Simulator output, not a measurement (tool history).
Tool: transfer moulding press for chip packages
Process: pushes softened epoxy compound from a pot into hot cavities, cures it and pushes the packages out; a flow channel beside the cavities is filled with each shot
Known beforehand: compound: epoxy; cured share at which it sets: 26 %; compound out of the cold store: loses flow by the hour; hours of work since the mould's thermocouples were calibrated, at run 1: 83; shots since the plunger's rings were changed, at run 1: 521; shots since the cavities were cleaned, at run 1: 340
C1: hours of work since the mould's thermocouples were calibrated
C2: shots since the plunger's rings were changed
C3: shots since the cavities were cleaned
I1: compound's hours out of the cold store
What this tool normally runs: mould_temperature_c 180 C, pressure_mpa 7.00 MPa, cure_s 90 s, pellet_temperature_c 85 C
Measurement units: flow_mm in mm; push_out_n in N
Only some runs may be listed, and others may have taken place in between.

Run 1, hour 0.0: usual settings; C1 83; C2 521; C3 340; I1 8.8. Result: flow_mm 723 mm, push_out_n 593 N.
Run 2, hour 9.3: usual settings; C1 87; C2 611; C3 430; I1 44.8. Result: flow_mm 581 mm, push_out_n 535 N.
Run 3, hour 18.5: usual settings; C1 91; C2 699; C3 518; I1 23.7. Result: flow_mm 658 mm, push_out_n 585 N.
Run 4, hour 27.8: usual settings; C1 96; C2 788; C3 607; I1 29.7. Result: flow_mm 631 mm, push_out_n 576 N.
Run 5, hour 34.4: usual settings; C1 99; C2 852; C3 671; I1 37.8. Result: flow_mm 601 mm, push_out_n 567 N.
At hour 42.4: cavities cleaned with cleaning compound and waxed.
Run 6, hour 45.1: usual settings; C1 103; C2 940; C3 25; I1 21.6. Result: flow_mm 662 mm, push_out_n 729 N.
Run 7, hour 58.7: usual settings but pressure_mpa 8.03 MPa; C1 109; C2 1071; C3 156; I1 8.4. Result: flow_mm 768 mm, push_out_n 762 N.
Run 8, hour 70.2: usual settings but pressure_mpa 8.03 MPa; C1 114; C2 1182; C3 267; I1 44.8. Result: flow_mm 615 mm, push_out_n 665 N.
At hour 72.6: cavities cleaned with cleaning compound and waxed, once more.
Run 9, hour 86.3: usual settings but pressure_mpa 8.03 MPa; C1 121; C2 1323; C3 132; I1 12.5. Result: flow_mm 757 mm, push_out_n 498 N.
Run 10, hour 93.4: usual settings but pressure_mpa 8.03 MPa; C1 124; C2 1391; C3 200; I1 20.1. Result: flow_mm 722 mm, push_out_n 518 N.
Run 11, hour 108.0: usual settings but pressure_mpa 8.03 MPa; C1 131; C2 1532; C3 341; I1 24.9. Result: flow_mm 692 mm, push_out_n 547 N.
Run 12, hour 118.9: usual settings but mould_temperature_c 172 C; C1 135; C2 1636; C3 445; I1 32.6. Result: flow_mm 636 mm, push_out_n 900 N.
Run 13, hour 130.1: usual settings but mould_temperature_c 172 C; C1 140; C2 1744; C3 553; I1 32.9. Result: flow_mm 623 mm, push_out_n 916 N.
Run 14, hour 146.2: usual settings; C1 148; C2 1900; C3 709; I1 30.3. Result: flow_mm 632 mm, push_out_n 593 N.
At hour 149.9: cavities cleaned with cleaning compound and waxed.
Run 15, hour 163.1: usual settings; C1 155; C2 2047; C3 127; I1 42.0. Result: flow_mm 574 mm, push_out_n 436 N.
Run 16, hour 177.7: usual settings but mould_temperature_c 182 C, pressure_mpa 8.64 MPa, pellet_temperature_c 90 C; C1 161; C2 2188; C3 268; I1 30.5. Result: flow_mm 680 mm, push_out_n 437 N.
Run 17, hour 186.1: usual settings but mould_temperature_c 182 C, pressure_mpa 8.64 MPa, pellet_temperature_c 90 C; C1 165; C2 2269; C3 349; I1 15.1. Result: flow_mm 747 mm, push_out_n 492 N.
Run 18, hour 201.9: usual settings but mould_temperature_c 181 C, pellet_temperature_c 87 C; C1 172; C2 2421; C3 501; I1 34.8. Result: flow_mm 598 mm, push_out_n 519 N.
Run 19, hour 215.6: usual settings but mould_temperature_c 186 C, pellet_temperature_c 89 C; C1 179; C2 2553; C3 633; I1 41.2. Result: flow_mm 554 mm, push_out_n 438 N.
At hour 226.9: cavities cleaned with cleaning compound and waxed.
Run 20, hour 227.8: usual settings but mould_temperature_c 176 C, pressure_mpa 8.70 MPa, cure_s 83 s, pellet_temperature_c 87 C; C1 183; C2 2656; C3 9; I1 9.6. Result: flow_mm 796 mm, push_out_n 741 N.
Run 21, hour 240.3: usual settings but pellet_temperature_c 84 C; C1 189; C2 2776; C3 129; I1 15.6. Result: flow_mm 675 mm, push_out_n 495 N.
Run 22, hour 254.6: usual settings but mould_temperature_c 172 C, pressure_mpa 5.57 MPa, cure_s 110 s, pellet_temperature_c 83 C; C1 195; C2 2913; C3 266; I1 18.1. Result: flow_mm 613 mm, push_out_n 535 N.
Run 23, hour 264.7: usual settings but mould_temperature_c 172 C, pressure_mpa 5.57 MPa, cure_s 110 s, pellet_temperature_c 83 C; C1 200; C2 3011; C3 364; I1 18.5. Result: flow_mm 614 mm, push_out_n 573 N.
Run 24, hour 277.4: usual settings but mould_temperature_c 172 C, pressure_mpa 7.53 MPa, cure_s 110 s, pellet_temperature_c 83 C; C1 206; C2 3134; C3 487; I1 9.2. Result: flow_mm 752 mm, push_out_n 637 N.
Run 25, hour 293.4: usual settings but mould_temperature_c 178 C, pressure_mpa 6.32 MPa, cure_s 103 s; C1 213; C2 3287; C3 640; I1 37.6. Result: flow_mm 548 mm, push_out_n 511 N.
Run 26, hour 300.7: usual settings but mould_temperature_c 178 C, pressure_mpa 6.32 MPa, cure_s 103 s; C1 216; C2 3357; C3 710; I1 15.5. Result: flow_mm 638 mm, push_out_n 539 N.
At hour 304.3: cavities cleaned with cleaning compound and waxed.
Run 27, hour 310.2: usual settings but mould_temperature_c 178 C, pressure_mpa 6.76 MPa, cure_s 103 s; C1 220; C2 3434; C3 56; I1 30.1. Result: flow_mm 605 mm, push_out_n 372 N.
At hour 314.1: plunger's sealing rings changed.
Run 28, hour 323.0: usual settings but mould_temperature_c 186 C, pressure_mpa 6.25 MPa, cure_s 98 s; C1 225; C2 85; C3 155; I1 44.1. Result: flow_mm 543 mm, push_out_n 321 N.

For each run, the measured value with the value that run would have given without the tool's hidden condition subtracted. The run-to-run variation is shared by both, the gauge scatter possibly not:
Hidden conditions of the tool in this case: true mould temperature over the reading, C; pressure that reaches the compound, % of what is set; grip of the stained cavities, % over clean ones'; drift of the gauge itself on flow_mm, %; drift of the gauge itself on push_out_n, %.
run  flow_mm  push_out_n
  1       -9        +120
  2       -7        +124
  3      -10        +147
  4      -10        +156
  5      -10        +159
  6      -12        +274
  7      -15        +286
  8      -13        +256
  9      -18         +39
 10      -18         +61
 11      -19         +97
 12      -18        +190
 13      -19        +219
 14      -20        +164
 15      -19         +28
 16      -25         +63
 17      -29         +86
 18      -24        +114
 19      -23        +115
 20      -35         -22
 21      -31         +31
 22      -30         +70
 23      -31         +97
 24      -39        +130
 25      -29        +129
 26      -35        +143
 27      -34          +4
 28       -3         +33

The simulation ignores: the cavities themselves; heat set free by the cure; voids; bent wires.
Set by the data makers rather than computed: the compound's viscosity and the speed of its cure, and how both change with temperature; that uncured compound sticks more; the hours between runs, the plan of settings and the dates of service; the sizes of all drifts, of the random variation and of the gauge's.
